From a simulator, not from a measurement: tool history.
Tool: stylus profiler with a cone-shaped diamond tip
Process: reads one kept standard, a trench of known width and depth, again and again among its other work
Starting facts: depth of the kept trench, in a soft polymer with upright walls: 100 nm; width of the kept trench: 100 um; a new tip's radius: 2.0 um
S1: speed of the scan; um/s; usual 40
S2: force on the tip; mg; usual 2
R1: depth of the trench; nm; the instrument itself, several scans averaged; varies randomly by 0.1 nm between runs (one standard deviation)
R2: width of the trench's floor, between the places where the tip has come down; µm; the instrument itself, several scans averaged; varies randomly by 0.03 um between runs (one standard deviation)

| run | hour | S1 | S2 | R1 | R2 |
|---|---|---|---|---|---|
| 1 | 0 | 40 | 2 | 101.78 | 97.58 |
| 2 | 56.9 | 40 | 2 | 101.96 | 97.55 |
| 3 | 98.6 | 40 | 2 | 101.89 | 97.56 |
| 4 | 146.2 | 40 | 2 | 101.85 | 97.55 |
| 5 | 181.3 | 40 | 2 | 101.92 | 97.51 |
| 6 | 228.3 | 39 | 2 | 102.07 | 97.5 |
| 7 | 275.3 | 39 | 2 | 102.02 | 97.51 |
| 8 | 326.7 | 151 | 2 | 102.03 | 96.67 |
| 9 | 365.9 | 40 | 2 | 101.91 | 97.5 |
|  | 374.9 | new tip fitted, height scale calibrated |
| 10 | 424.6 | 40 | 2 | 101.2 | 98.42 |
| 11 | 481.3 | 40 | 2 | 101.24 | 98.37 |
| 12 | 506.5 | 40 | 4.42 | 102.08 | 98.48 |
| 13 | 559.7 | 40 | 4.42 | 102.01 | 98.47 |
| 14 | 610.8 | 40 | 4.42 | 102.16 | 98.43 |
| 15 | 664.5 | 40 | 2 | 101.3 | 98.37 |
| 16 | 711.3 | 15 | 2 | 101.34 | 98.5 |
| 17 | 752.1 | 15 | 2 | 101.21 | 98.49 |
| 18 | 810.7 | 40 | 2 | 101.11 | 98.32 |
| 19 | 840.4 | 40 | 2 | 101.3 | 98.27 |
| 20 | 891.8 | 40 | 2 | 101.33 | 98.24 |
| 21 | 936.1 | 40 | 2 | 101.33 | 98.21 |
| 22 | 978.8 | 40 | 2 | 101.3 | 98.22 |
| 23 | 1012.1 | 40 | 2 | 101.44 | 98.23 |
| 24 | 1069.8 | 94 | 1.34 | 101.1 | 97.69 |
| 25 | 1094 | 94 | 2.73 | 101.51 | 97.96 |
| 26 | 1127.4 | 13 | 2.23 | 101.32 | 98.36 |
| 27 | 1165.1 | 13 | 2.23 | 101.75 | 98.38 |
| 28 | 1209.8 | 13 | 2.23 | 101.39 | 98.31 |
| 29 | 1268.2 | 13 | 2 | 101.57 | 98.29 |
| 30 | 1313.6 | 13 | 2 | 101.39 | 98.34 |
| 31 | 1366.2 | 13 | 2 | 101.46 | 98.28 |
| 32 | 1395.6 | 13 | 2 | 101.68 | 98.27 |
| 33 | 1443.8 | 14 | 1.22 | 101.23 | 98.18 |
| 34 | 1502.1 | 112 | 0.96 | 100.87 | 97.16 |
| 35 | 1556.7 | 67 | 4.3 | 102.39 | 98.03 |
| 36 | 1594.3 | 155 | 0.87 | 101.12 | 96.62 |
| 37 | 1651.6 | 155 | 0.87 | 100.98 | 96.63 |
| 38 | 1696.8 | 155 | 0.87 | 100.9 | 96.57 |
| 39 | 1730.3 | 30 | 2.31 | 101.68 | 98.11 |
| 40 | 1780.4 | 80 | 3.65 | 102.02 | 97.82 |
| 41 | 1834.1 | 80 | 3.65 | 102.18 | 97.83 |
| 42 | 1883.7 | 150 | 2.47 | 101.67 | 97.26 |
| 43 | 1917.5 | 40 | 3.34 | 102 | 98 |
| 44 | 1946.8 | 40 | 3.34 | 101.92 | 97.97 |
| 45 | 1997.6 | 129 | 0.84 | 100.97 | 96.77 |
| 46 | 2039.3 | 17 | 4.46 | 102.44 | 98.1 |

Hidden state or all else? Some run-to-run changes of R1, split into what the settings, what came in and random variation would give without the hidden state, and what is left for the hidden state (with any gauge scatter that isn't in both results):
Hidden conditions of the tool in this case: radius of the tip, um; height scale over the true one, %; drift of the gauge itself on depth_nm, %; drift of the gauge itself on floor_um, %.
Run 2 -> 3: settings left as they were, no log entry in between. R1 -0.07 nm: hidden state +0.02, all else -0.09.
Run 9 -> 10: new tip fitted, height scale calibrated. R1 -0.71 nm: hidden state -0.83, all else +0.12.
Run 34 -> 35: S1 112 -> 67, S2 0.96 -> 4.3. R1 +1.52 nm: hidden state +0.03, all else +1.49.
Run 35 -> 36: S1 67 -> 155, S2 4.3 -> 0.87. R1 -1.27 nm: hidden state +0, all else -1.27.
Run 45 -> 46: S1 129 -> 17, S2 0.84 -> 4.46. R1 +1.47 nm: hidden state +0.01, all else +1.46.
